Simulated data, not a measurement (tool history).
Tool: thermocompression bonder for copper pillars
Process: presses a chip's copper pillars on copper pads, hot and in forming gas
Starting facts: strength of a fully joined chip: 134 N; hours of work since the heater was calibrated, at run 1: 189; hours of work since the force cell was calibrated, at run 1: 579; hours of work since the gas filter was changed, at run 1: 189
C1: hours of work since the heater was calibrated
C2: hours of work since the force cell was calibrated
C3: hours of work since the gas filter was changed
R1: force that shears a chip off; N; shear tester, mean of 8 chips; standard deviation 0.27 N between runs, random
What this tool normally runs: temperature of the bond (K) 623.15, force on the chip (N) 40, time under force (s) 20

Run 1, hour 0: usual settings; C1 189; C2 579; C3 189. Result: R1 65.5 N.
Run 2, hour 18.7: usual settings; C1 198; C2 588; C3 198. Result: R1 65.7 N.
Run 3, hour 44: usual settings; C1 211; C2 601; C3 211. Result: R1 66.1 N.
Run 4, hour 61.6: usual settings; C1 220; C2 610; C3 220. Result: R1 66.1 N.
Run 5, hour 77: usual settings; C1 228; C2 617; C3 228. Result: R1 65.7 N.
At hour 103.8: forming gas filter changed.
Run 6, hour 108: usual settings but temperature of the bond (K) 625.15; C1 243; C2 633; C3 2. Result: R1 67.1 N.
Run 7, hour 131.4: usual settings; C1 254; C2 644; C3 14. Result: R1 65.6 N.
Run 8, hour 164.8: usual settings; C1 271; C2 661; C3 30. Result: R1 65.7 N.
Run 9, hour 182.3: usual settings; C1 280; C2 670; C3 39. Result: R1 66.5 N.
Run 10, hour 207.9: usual settings but temperature of the bond (K) 593.15; C1 292; C2 682; C3 52. Result: R1 48.7 N.
Run 11, hour 233.1: usual settings but temperature of the bond (K) 593.15, force on the chip (N) 41; C1 305; C2 695; C3 64. Result: R1 49.5 N.
Run 12, hour 265.9: usual settings but temperature of the bond (K) 598.15; C1 321; C2 711; C3 81. Result: R1 51.7 N.
Run 13, hour 295.9: usual settings but temperature of the bond (K) 598.15; C1 336; C2 726; C3 96. Result: R1 51.7 N.
Run 14, hour 320.2: usual settings but force on the chip (N) 29; C1 348; C2 738; C3 108. Result: R1 51.8 N.
Run 15, hour 354.6: usual settings but force on the chip (N) 29; C1 366; C2 756; C3 125. Result: R1 51.7 N.
Run 16, hour 377.1: usual settings but temperature of the bond (K) 603.15; C1 377; C2 767; C3 136. Result: R1 55.1 N.
Run 17, hour 399.3: usual settings; C1 388; C2 778; C3 147. Result: R1 66.3 N.
Run 18, hour 421.6: usual settings; C1 399; C2 789; C3 158. Result: R1 66.4 N.
Run 19, hour 446.4: usual settings; C1 411; C2 801; C3 171. Result: R1 66.6 N.
Run 20, hour 470.7: usual settings; C1 423; C2 813; C3 183. Result: R1 66.8 N.
Run 21, hour 489.5: usual settings but temperature of the bond (K) 622.15, force on the chip (N) 39; C1 433; C2 823; C3 192. Result: R1 64.6 N.
Run 22, hour 520.5: usual settings but temperature of the bond (K) 622.15, force on the chip (N) 39; C1 448; C2 838; C3 208. Result: R1 65.3 N.
Run 23, hour 539.2: usual settings but temperature of the bond (K) 622.15, force on the chip (N) 39; C1 458; C2 847; C3 217. Result: R1 65.1 N.
Run 24, hour 563: usual settings but temperature of the bond (K) 633.15, force on the chip (N) 51; C1 469; C2 859; C3 229. Result: R1 85.3 N.
At hour 585.5: forming gas filter changed.
Run 25, hour 585.5: usual settings but force on the chip (N) 55, time under force (s) 46; C1 480; C2 870; C3 0. Result: R1 103.6 N.
Run 26, hour 614.3: usual settings but temperature of the bond (K) 642.15, force on the chip (N) 30, time under force (s) 13; C1 495; C2 885; C3 14. Result: R1 54.9 N.
Run 27, hour 635: usual settings but time under force (s) 24; C1 505; C2 895; C3 25. Result: R1 71.6 N.
Run 28, hour 652.8: usual settings but temperature of the bond (K) 605.15, force on the chip (N) 35, time under force (s) 18; C1 514; C2 904; C3 34. Result: R1 48.7 N.
At hour 657.1: gauge calibrated.
Run 29, hour 670.9: usual settings but temperature of the bond (K) 597.15, force on the chip (N) 44, time under force (s) 46; C1 523; C2 913; C3 43. Result: R1 72.8 N.
Run 30, hour 698.3: usual settings but temperature of the bond (K) 603.15, force on the chip (N) 37, time under force (s) 13; C1 537; C2 927; C3 56. Result: R1 42.4 N.
Run 31, hour 731.7: usual settings but temperature of the bond (K) 633.15, force on the chip (N) 37, time under force (s) 13; C1 553; C2 943; C3 73. Result: R1 58.5 N.
Run 32, hour 754.6: usual settings but temperature of the bond (K) 595.15; C1 565; C2 955; C3 84. Result: R1 49.5 N.
Run 33, hour 773.5: usual settings but temperature of the bond (K) 633.15, force on the chip (N) 49, time under force (s) 21; C1 574; C2 964; C3 94. Result: R1 83.6 N.
Run 34, hour 806.5: usual settings but temperature of the bond (K) 619.15, time under force (s) 47; C1 591; C2 980; C3 110. Result: R1 83.9 N.
Run 35, hour 821.2: usual settings but temperature of the bond (K) 619.15, time under force (s) 47; C1 598; C2 988; C3 117. Result: R1 84.1 N.
Run 36, hour 842.9: usual settings but temperature of the bond (K) 619.15, time under force (s) 47; C1 609; C2 999; C3 128. Result: R1 84.3 N.
Run 37, hour 870.1: usual settings but temperature of the bond (K) 619.15, time under force (s) 47; C1 622; C2 1012; C3 142. Result: R1 84.5 N.
Run 38, hour 903.5: usual settings but temperature of the bond (K) 619.15, time under force (s) 47; C1 639; C2 1029; C3 158. Result: R1 84.3 N.
Run 39, hour 931.5: usual settings but temperature of the bond (K) 604.15, force on the chip (N) 36, time under force (s) 15; C1 653; C2 1043; C3 172. Result: R1 45 N.
Run 40, hour 956.9: usual settings but time under force (s) 18; C1 665; C2 1055; C3 185. Result: R1 64.4 N.

Forecast each of these 4 alternatives for the next run:
Run A, hour 973.2: usual settings but force on the chip (N) 25, time under force (s) 41; C1 674; C2 1064; C3 193. Result: R1 ?.
Run B, hour 973.2: usual settings but force on the chip (N) 43, time under force (s) 18; C1 674; C2 1064; C3 193. Result: R1 ?.
Run C, hour 973.2: usual settings but temperature of the bond (K) 597.15; C1 674; C2 1064; C3 193. Result: R1 ?.
Run D, hour 973.2: usual settings but temperature of the bond (K) 629.15, force on the chip (N) 32, time under force (s) 26; C1 674; C2 1064; C3 193. Result: R1 ?.

run    R1
  A  60.3
  B    67
  C  50.5
  D    65
Stripped of hidden state, with their random variation kept, the same runs would have yielded:
run    R1
  A  59.7
  B  66.3
  C    50
  D  64.4
